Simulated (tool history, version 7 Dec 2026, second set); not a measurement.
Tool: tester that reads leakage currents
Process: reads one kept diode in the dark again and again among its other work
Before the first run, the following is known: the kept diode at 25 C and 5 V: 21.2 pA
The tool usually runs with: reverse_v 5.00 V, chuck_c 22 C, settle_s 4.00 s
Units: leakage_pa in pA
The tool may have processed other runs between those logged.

run	hour	reverse_v	chuck_c	settle_s	leakage_pa
1	0.0	5.00	22	4.00	18.94
2	30.8	5.00	22	4.00	19.09
3	63.0	5.00	22	4.00	19.27
4	90.7	5.00	22	4.00	19.32
5	135.7	5.00	22	4.00	19.30
6	167.2	5.00	22	4.00	19.27
7	192.3	5.00	22	4.00	19.48
8	226.4	5.00	22	4.00	19.70
9	250.6	5.00	27	4.00	28.02
10	282.0	1.12	22	0.70	11.43
11	325.9	1.77	23	0.43	15.23
12	369.1	6.93	50	2.38	150.16
13	408.8	3.00	22	1.24	16.77
14	432.6	4.75	28	6.28	29.77
15	467.8	1.99	39	4.00	45.81
16	506.5	2.53	22	0.55	16.50
17	532.3	2.53	22	0.55	16.66

Hidden state or all else? Some run-to-run changes of leakage_pa, split into what the settings, what came in and random variation would give without the hidden state, and what is left for the hidden state (with any gauge scatter that isn't in both results):
What the log doesn't record here: stray current of the dirty probe card, pA a volt; current scale over the true one, %; true chuck temperature over the reading, C; drift of the gauge itself on leakage_pa, %.
Run 11 -> 12: reverse_v 1.77 -> 6.93, chuck_c 23 -> 50, settle_s 0.43 -> 2.38. leakage_pa +134.93 pA: hidden state +7.63, all else +127.30.
